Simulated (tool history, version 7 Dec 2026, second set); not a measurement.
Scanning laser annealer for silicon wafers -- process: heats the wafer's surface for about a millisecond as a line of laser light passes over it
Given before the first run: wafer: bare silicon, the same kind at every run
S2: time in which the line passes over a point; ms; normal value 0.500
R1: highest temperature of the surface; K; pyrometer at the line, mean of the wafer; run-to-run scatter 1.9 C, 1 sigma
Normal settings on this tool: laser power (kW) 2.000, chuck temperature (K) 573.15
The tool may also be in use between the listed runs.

{"run": 1, "hour": 0.0, "laser power (kW)": 2.0, "S2": 0.5, "chuck temperature (K)": 573.15, "R1": 1365.15}
{"run": 2, "hour": 15.5, "laser power (kW)": 2.0, "S2": 0.5, "chuck temperature (K)": 573.15, "R1": 1362.15}
{"run": 3, "hour": 34.9, "laser power (kW)": 2.0, "S2": 0.433, "chuck temperature (K)": 573.15, "R1": 1315.15}
{"run": 4, "hour": 52.0, "laser power (kW)": 2.0, "S2": 0.433, "chuck temperature (K)": 573.15, "R1": 1317.15}
{"run": 5, "hour": 76.1, "laser power (kW)": 2.0, "S2": 0.5, "chuck temperature (K)": 573.15, "R1": 1358.15}
{"run": 6, "hour": 91.4, "laser power (kW)": 2.0, "S2": 0.5, "chuck temperature (K)": 573.15, "R1": 1362.15}
{"run": 7, "hour": 110.6, "laser power (kW)": 2.0, "S2": 0.5, "chuck temperature (K)": 573.15, "R1": 1363.15}
{"run": 8, "hour": 124.4, "laser power (kW)": 2.0, "S2": 0.5, "chuck temperature (K)": 573.15, "R1": 1362.15}
{"run": 9, "hour": 149.9, "laser power (kW)": 2.0, "S2": 0.5, "chuck temperature (K)": 573.15, "R1": 1361.15}
{"run": 10, "hour": 163.4, "laser power (kW)": 2.0, "S2": 0.5, "chuck temperature (K)": 573.15, "R1": 1361.15}
{"run": 11, "hour": 191.7, "laser power (kW)": 2.0, "S2": 0.5, "chuck temperature (K)": 573.15, "R1": 1359.15}
{"run": 12, "hour": 221.1, "laser power (kW)": 2.0, "S2": 0.5, "chuck temperature (K)": 573.15, "R1": 1359.15}
{"run": 13, "hour": 246.8, "laser power (kW)": 2.0, "S2": 0.5, "chuck temperature (K)": 573.15, "R1": 1357.15}
{"run": 14, "hour": 275.2, "laser power (kW)": 1.978, "S2": 0.5, "chuck temperature (K)": 573.15, "R1": 1350.15}
{"run": 15, "hour": 303.1, "laser power (kW)": 2.0, "S2": 0.5, "chuck temperature (K)": 573.15, "R1": 1360.15}
{"run": 16, "hour": 323.4, "laser power (kW)": 2.0, "S2": 0.52, "chuck temperature (K)": 573.15, "R1": 1373.15}
{"run": 17, "hour": 353.3, "laser power (kW)": 2.0, "S2": 0.52, "chuck temperature (K)": 573.15, "R1": 1370.15}
{"run": 18, "hour": 366.0, "laser power (kW)": 2.0, "S2": 0.52, "chuck temperature (K)": 573.15, "R1": 1371.15}
{"run": 19, "hour": 387.2, "laser power (kW)": 2.199, "S2": 0.5, "chuck temperature (K)": 573.15, "R1": 1433.15}
{"run": 20, "hour": 416.1, "laser power (kW)": 2.0, "S2": 0.555, "chuck temperature (K)": 573.15, "R1": 1392.15}
{"run": 21, "hour": 431.2, "laser power (kW)": 2.0, "S2": 0.555, "chuck temperature (K)": 573.15, "R1": 1393.15}
{"run": 22, "hour": 460.9, "laser power (kW)": 2.029, "S2": 0.555, "chuck temperature (K)": 537.15, "R1": 1372.15}
{"run": 23, "hour": 484.6, "laser power (kW)": 2.029, "S2": 0.555, "chuck temperature (K)": 537.15, "R1": 1368.15}
{"hour": 490.4, "done": "window over the wafer cleaned"}
{"run": 24, "hour": 511.3, "laser power (kW)": 2.0, "S2": 0.55, "chuck temperature (K)": 591.15, "R1": 1418.15}
{"run": 25, "hour": 531.9, "laser power (kW)": 2.026, "S2": 0.469, "chuck temperature (K)": 583.15, "R1": 1362.15}
{"run": 26, "hour": 548.9, "laser power (kW)": 1.934, "S2": 0.505, "chuck temperature (K)": 573.15, "R1": 1344.15}
{"run": 27, "hour": 574.7, "laser power (kW)": 1.934, "S2": 0.505, "chuck temperature (K)": 573.15, "R1": 1343.15}
{"run": 28, "hour": 587.2, "laser power (kW)": 1.934, "S2": 0.505, "chuck temperature (K)": 573.15, "R1": 1343.15}
{"run": 29, "hour": 614.4, "laser power (kW)": 2.018, "S2": 0.573, "chuck temperature (K)": 543.15, "R1": 1389.15}
{"run": 30, "hour": 638.2, "laser power (kW)": 2.191, "S2": 0.398, "chuck temperature (K)": 573.15, "R1": 1356.15}
{"run": 31, "hour": 659.8, "laser power (kW)": 2.154, "S2": 0.385, "chuck temperature (K)": 612.15, "R1": 1366.15}
{"run": 32, "hour": 679.0, "laser power (kW)": 2.0, "S2": 0.5, "chuck temperature (K)": 591.15, "R1": 1384.15}
{"run": 33, "hour": 701.6, "laser power (kW)": 2.0, "S2": 0.556, "chuck temperature (K)": 593.15, "R1": 1419.15}
{"run": 34, "hour": 721.0, "laser power (kW)": 1.911, "S2": 0.388, "chuck temperature (K)": 593.15, "R1": 1269.15}
{"run": 35, "hour": 738.9, "laser power (kW)": 1.707, "S2": 0.482, "chuck temperature (K)": 541.15, "R1": 1206.15}
{"run": 36, "hour": 766.5, "laser power (kW)": 1.955, "S2": 0.5, "chuck temperature (K)": 566.15, "R1": 1340.15}
{"run": 37, "hour": 778.9, "laser power (kW)": 1.955, "S2": 0.424, "chuck temperature (K)": 573.15, "R1": 1286.15}
{"run": 38, "hour": 791.2, "laser power (kW)": 1.842, "S2": 0.5, "chuck temperature (K)": 606.15, "R1": 1333.15}
{"run": 39, "hour": 805.9, "laser power (kW)": 1.842, "S2": 0.503, "chuck temperature (K)": 610.15, "R1": 1336.15}
{"run": 40, "hour": 835.0, "laser power (kW)": 2.0, "S2": 0.5, "chuck temperature (K)": 587.15, "R1": 1372.15}

Forecast each of these 3 alternatives for the next run:
{"run": "A", "hour": 864.7, "laser power (kW)": 1.948, "S2": 0.52, "chuck temperature (K)": 587.15, "R1": "?"}
{"run": "B", "hour": 864.7, "laser power (kW)": 1.788, "S2": 0.444, "chuck temperature (K)": 547.15, "R1": "?"}
{"run": "C", "hour": 864.7, "laser power (kW)": 2.0, "S2": 0.484, "chuck temperature (K)": 589.15, "R1": "?"}

run=A R1=1364.15
run=B R1=1214.15
run=C R1=1364.15
Stripped of hidden state, with their random variation kept, the same runs would have yielded:
run=A R1=1378.15
run=B R1=1226.15
run=C R1=1378.15
